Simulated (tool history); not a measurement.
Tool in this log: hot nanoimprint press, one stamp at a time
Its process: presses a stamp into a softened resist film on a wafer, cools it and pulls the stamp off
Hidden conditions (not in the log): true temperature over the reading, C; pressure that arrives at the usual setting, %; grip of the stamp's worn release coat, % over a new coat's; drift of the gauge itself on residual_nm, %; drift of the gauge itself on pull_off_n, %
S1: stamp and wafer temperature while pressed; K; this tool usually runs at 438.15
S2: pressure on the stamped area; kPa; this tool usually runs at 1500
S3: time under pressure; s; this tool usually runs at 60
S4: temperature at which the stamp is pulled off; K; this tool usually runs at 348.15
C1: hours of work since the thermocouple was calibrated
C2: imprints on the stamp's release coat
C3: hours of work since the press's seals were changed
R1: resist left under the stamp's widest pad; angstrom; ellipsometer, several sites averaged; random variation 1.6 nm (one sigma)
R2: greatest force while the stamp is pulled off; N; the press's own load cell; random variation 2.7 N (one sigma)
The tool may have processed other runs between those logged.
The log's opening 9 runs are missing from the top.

run   hour      S1    S2   S3      S4   C1    C2   C3    R1   R2
 10  155.7  438.15  1500   60  348.15  222  1335  550  2440  139
 11  175.2  438.15  1500   60  348.15  235  1395  563  2452  147
 12  191.9  438.15  1500   60  348.15  246  1446  574  2443  144
 13  209.4  438.15   990   60  348.15  257  1500  586  3058  146
 14  223.4  449.15  1500   60  348.15  267  1544  595  1315  147
 15  244.7  438.15  1500   60  348.15  281  1609  609  2432  144
 16  266.1  438.15  1500   60  348.15  295  1675  623  2451  146
       271  -- plate thermocouple calibrated
 17  286.9  438.15  1500   72  336.15   11  1730  635  2169  179
 18  307.4  438.15  1500   72  336.15   24  1793  649  2197  177
 19  326.8  438.15  1500   72  336.15   37  1853  662  2174  173
       337  -- plate thermocouple calibrated, once more
 20  353.9  438.15  2090   72  336.15   11  1927  678  2015  179
 21  373.7  438.15  2090   96  336.15   24  1988  691  1798  184
 22    389  449.15  1480  117  354.15   34  2035  701  1056  148
 23  409.3  443.15  1120  117  354.15   48  2098  714  1734  145
       419  -- press's hydraulic seals changed and the load cell set to zero
 24    429  443.15  1120  117  354.15   56  2134    7  1710  147
 25  447.6  443.15  1120  117  354.15   68  2191   19  1684  146
 26  465.3  440.15  1010   60  348.15   80  2246   31  2709  161
     476.2  -- stamp cleaned and given a new release coat
 27  485.7  438.15  1500   73  346.15   89    29   40  2295  130
 28  500.5  438.15  1500   73  346.15   99    75   50  2286  132
 29  518.9  438.15  1450   73  346.15  111   131   62  2332  137
 30  542.4  429.15  1500   60  340.15  127   204   78  4147  141

Predict each of these 3 candidate next runs independently; none follows another, all start after run 30:
  A  553.6  449.15  2310   60  340.15  134  238  85   ?   ?
  B  553.6  433.15   910  100  348.15  134  238  85   ?   ?
  C  553.6  431.15  1500   60  348.15  134  238  85   ?   ?

run    R1   R2
  A  1004  145
  B  3586  130
  C  3713  132
Without the tool's unlogged condition, the same runs would have read:
run    R1   R2
  A  1018  142
  B  3642  127
  C  3770  129

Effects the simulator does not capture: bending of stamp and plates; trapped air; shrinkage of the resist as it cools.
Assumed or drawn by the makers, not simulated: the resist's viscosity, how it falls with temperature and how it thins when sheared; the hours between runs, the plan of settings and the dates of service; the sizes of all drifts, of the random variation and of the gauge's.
